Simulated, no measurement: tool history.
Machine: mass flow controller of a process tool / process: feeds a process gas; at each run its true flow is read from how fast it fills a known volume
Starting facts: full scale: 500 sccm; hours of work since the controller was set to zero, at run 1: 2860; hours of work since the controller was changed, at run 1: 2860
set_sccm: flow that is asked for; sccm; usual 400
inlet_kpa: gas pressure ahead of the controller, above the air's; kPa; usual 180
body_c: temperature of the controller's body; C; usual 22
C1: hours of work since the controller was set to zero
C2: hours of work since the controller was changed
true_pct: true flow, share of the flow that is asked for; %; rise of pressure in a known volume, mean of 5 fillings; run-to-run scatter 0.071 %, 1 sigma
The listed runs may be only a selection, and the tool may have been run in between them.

{"run": 1, "day": 0.0, "set_sccm": 400, "inlet_kpa": 180, "body_c": 22, "C1": 2860, "C2": 2860, "true_pct": 100.98}
{"run": 2, "day": 3.746, "set_sccm": 60, "inlet_kpa": 180, "body_c": 22, "C1": 2902, "C2": 2902, "true_pct": 102.66}
{"run": 3, "day": 10.15, "set_sccm": 60, "inlet_kpa": 180, "body_c": 22, "C1": 2975, "C2": 2975, "true_pct": 102.64}
{"run": 4, "day": 13.875, "set_sccm": 400, "inlet_kpa": 180, "body_c": 22, "C1": 3016, "C2": 3016, "true_pct": 100.98}
{"run": 5, "day": 17.021, "set_sccm": 400, "inlet_kpa": 180, "body_c": 39, "C1": 3052, "C2": 3052, "true_pct": 99.06}
{"run": 6, "day": 23.204, "set_sccm": 400, "inlet_kpa": 180, "body_c": 39, "C1": 3121, "C2": 3121, "true_pct": 99.07}
{"run": 7, "day": 27.667, "set_sccm": 400, "inlet_kpa": 180, "body_c": 22, "C1": 3172, "C2": 3172, "true_pct": 101.05}
{"run": 8, "day": 31.704, "set_sccm": 104, "inlet_kpa": 180, "body_c": 22, "C1": 3217, "C2": 3217, "true_pct": 101.9}
{"run": 9, "day": 36.225, "set_sccm": 104, "inlet_kpa": 180, "body_c": 22, "C1": 3268, "C2": 3268, "true_pct": 101.84}
{"run": 10, "day": 40.679, "set_sccm": 104, "inlet_kpa": 174, "body_c": 22, "C1": 3318, "C2": 3318, "true_pct": 101.99}
{"run": 11, "day": 46.979, "set_sccm": 104, "inlet_kpa": 174, "body_c": 22, "C1": 3389, "C2": 3389, "true_pct": 101.93}
{"run": 12, "day": 50.388, "set_sccm": 104, "inlet_kpa": 174, "body_c": 22, "C1": 3427, "C2": 3427, "true_pct": 101.92}
{"run": 13, "day": 54.038, "set_sccm": 104, "inlet_kpa": 174, "body_c": 22, "C1": 3468, "C2": 3468, "true_pct": 101.99}
{"run": 14, "day": 58.521, "set_sccm": 104, "inlet_kpa": 174, "body_c": 22, "C1": 3518, "C2": 3518, "true_pct": 101.96}
{"run": 15, "day": 62.688, "set_sccm": 118, "inlet_kpa": 145, "body_c": 22, "C1": 3565, "C2": 3565, "true_pct": 101.66}
{"run": 16, "day": 65.8, "set_sccm": 400, "inlet_kpa": 270, "body_c": 21, "C1": 3600, "C2": 3600, "true_pct": 101.62}
{"run": 17, "day": 68.671, "set_sccm": 400, "inlet_kpa": 270, "body_c": 21, "C1": 3633, "C2": 3633, "true_pct": 101.63}
{"run": 18, "day": 72.258, "set_sccm": 497, "inlet_kpa": 151, "body_c": 24, "C1": 3673, "C2": 3673, "true_pct": 100.89}
{"run": 19, "day": 77.438, "set_sccm": 316, "inlet_kpa": 171, "body_c": 27, "C1": 3731, "C2": 3731, "true_pct": 100.65}
{"run": 20, "day": 83.779, "set_sccm": 248, "inlet_kpa": 204, "body_c": 38, "C1": 3802, "C2": 3802, "true_pct": 99.63}
{"run": 21, "day": 89.604, "set_sccm": 59, "inlet_kpa": 204, "body_c": 21, "C1": 3868, "C2": 3868, "true_pct": 103.56}
{"run": 22, "day": 92.654, "set_sccm": 258, "inlet_kpa": 152, "body_c": 21, "C1": 3902, "C2": 3902, "true_pct": 101.21}
{"run": 23, "day": 96.908, "set_sccm": 156, "inlet_kpa": 175, "body_c": 22, "C1": 3950, "C2": 3950, "true_pct": 101.68}
{"run": 24, "day": 101.996, "set_sccm": 87, "inlet_kpa": 149, "body_c": 35, "C1": 4007, "C2": 4007, "true_pct": 100.98}
{"run": 25, "day": 106.521, "set_sccm": 87, "inlet_kpa": 149, "body_c": 35, "C1": 4058, "C2": 4058, "true_pct": 101.17}
{"run": 26, "day": 112.488, "set_sccm": 400, "inlet_kpa": 180, "body_c": 31, "C1": 4125, "C2": 4125, "true_pct": 100.21}
{"run": 27, "day": 115.55, "set_sccm": 102, "inlet_kpa": 180, "body_c": 25, "C1": 4160, "C2": 4160, "true_pct": 102.08}

Predict each of these 5 candidate next runs independently; none follows another, all start after run 27:
{"run": "A", "day": 121.779, "set_sccm": 185, "inlet_kpa": 186, "body_c": 39, "C1": 4230, "C2": 4230, "true_pct": "?"}
{"run": "B", "day": 121.779, "set_sccm": 56, "inlet_kpa": 260, "body_c": 20, "C1": 4230, "C2": 4230, "true_pct": "?"}
{"run": "C", "day": 121.779, "set_sccm": 322, "inlet_kpa": 216, "body_c": 24, "C1": 4230, "C2": 4230, "true_pct": "?"}
{"run": "D", "day": 121.779, "set_sccm": 152, "inlet_kpa": 168, "body_c": 38, "C1": 4230, "C2": 4230, "true_pct": "?"}
{"run": "E", "day": 121.779, "set_sccm": 137, "inlet_kpa": 180, "body_c": 28, "C1": 4230, "C2": 4230, "true_pct": "?"}

run=A true_pct=99.90
run=B true_pct=104.54
run=C true_pct=101.19
run=D true_pct=100.03
run=E true_pct=101.33
What these runs would have given with no unlogged condition in the tool:
run=A true_pct=98.13
run=B true_pct=100.22
run=C true_pct=99.90
run=D true_pct=98.02
run=E true_pct=99.17
